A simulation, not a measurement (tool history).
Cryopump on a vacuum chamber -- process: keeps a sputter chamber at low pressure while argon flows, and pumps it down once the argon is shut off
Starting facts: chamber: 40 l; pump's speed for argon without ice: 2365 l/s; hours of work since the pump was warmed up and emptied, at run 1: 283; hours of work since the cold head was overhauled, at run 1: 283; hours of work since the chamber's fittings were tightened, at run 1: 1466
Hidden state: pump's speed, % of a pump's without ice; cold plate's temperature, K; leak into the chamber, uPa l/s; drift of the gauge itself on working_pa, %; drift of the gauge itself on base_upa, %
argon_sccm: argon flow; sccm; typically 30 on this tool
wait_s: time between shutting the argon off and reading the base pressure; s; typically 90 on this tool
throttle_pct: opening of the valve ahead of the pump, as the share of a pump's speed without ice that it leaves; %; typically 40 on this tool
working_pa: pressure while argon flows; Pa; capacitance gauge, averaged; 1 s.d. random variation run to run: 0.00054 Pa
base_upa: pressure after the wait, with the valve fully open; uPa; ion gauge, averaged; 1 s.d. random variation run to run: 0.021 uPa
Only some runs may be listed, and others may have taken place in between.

| run | hour | argon_sccm | wait_s | throttle_pct | hours of work since the pump was warmed up and emptied | hours of work since the cold head was overhauled | hours of work since the chamber's fittings were tightened | working_pa | base_upa |
|---|---|---|---|---|---|---|---|---|---|
| 1 | 0 | 30 | 90 | 40 | 283 | 283 | 1466 | 0.0563 | 0.66 |
| 2 | 11 | 30 | 90 | 40 | 290 | 290 | 1473 | 0.0572 | 0.65 |
| 3 | 21.5 | 30 | 90 | 40 | 297 | 297 | 1480 | 0.0571 | 0.67 |
| 4 | 29.9 | 30 | 90 | 40 | 302 | 302 | 1486 | 0.057 | 0.66 |
| 5 | 44.1 | 25 | 90 | 40 | 312 | 312 | 1495 | 0.0474 | 0.65 |
| 6 | 53.6 | 25 | 90 | 40 | 318 | 318 | 1502 | 0.0479 | 0.71 |
| 7 | 66.7 | 25 | 90 | 40 | 327 | 327 | 1510 | 0.0481 | 0.68 |
| 8 | 82.4 | 30 | 90 | 40 | 337 | 337 | 1521 | 0.0572 | 0.71 |
| 9 | 92.1 | 30 | 90 | 40 | 344 | 344 | 1527 | 0.0592 | 0.66 |
| 10 | 109.1 | 14 | 90 | 40 | 355 | 355 | 1539 | 0.0266 | 0.69 |
| 11 | 117.5 | 14 | 90 | 40 | 361 | 361 | 1544 | 0.0275 | 0.68 |
| 12 | 134.2 | 14 | 90 | 40 | 372 | 372 | 1555 | 0.0265 | 0.69 |
| 13 | 147.6 | 14 | 90 | 40 | 381 | 381 | 1564 | 0.0278 | 0.68 |
| 14 | 161.5 | 30 | 90 | 40 | 390 | 390 | 1573 | 0.0586 | 0.68 |
| 15 | 177.6 | 30 | 90 | 40 | 401 | 401 | 1584 | 0.0586 | 0.71 |
| 16 | 186.8 | 30 | 280 | 40 | 407 | 407 | 1590 | 0.059 | 0.45 |
| 17 | 194.2 | 30 | 280 | 40 | 412 | 412 | 1595 | 0.0592 | 0.49 |
| 18 | 207.7 | 47 | 66 | 23 | 421 | 421 | 1604 | 0.154 | 0.83 |
| 19 | 217.9 | 47 | 66 | 23 | 428 | 428 | 1611 | 0.1549 | 0.84 |
| 20 | 225.4 | 30 | 57 | 26 | 433 | 433 | 1616 | 0.0883 | 0.88 |
| 21 | 236.2 | 35 | 90 | 53 | 440 | 440 | 1623 | 0.0543 | 0.72 |
| 22 | 243.2 | 17 | 90 | 53 | 444 | 444 | 1628 | 0.0261 | 0.71 |
| 23 | 250.4 | 55 | 39 | 16 | 449 | 449 | 1633 | 0.2571 | 1.14 |
| 24 | 263.3 | 15 | 47 | 51 | 458 | 458 | 1641 | 0.0245 | 1.06 |
| 25 | 279.4 | 15 | 47 | 51 | 469 | 469 | 1652 | 0.0248 | 1.02 |

Run 26 comes next. What will it give?
| 26 | 291.2 | 15 | 47 | 51 | 476 | 476 | 1660 | ? | ? |

working_pa: 0.0242 Pa
base_upa: 1.02 uPa
The same run, on a tool lacking any hidden state, would have yielded working_pa 0.0211 Pa, base_upa 0.74 uPa.
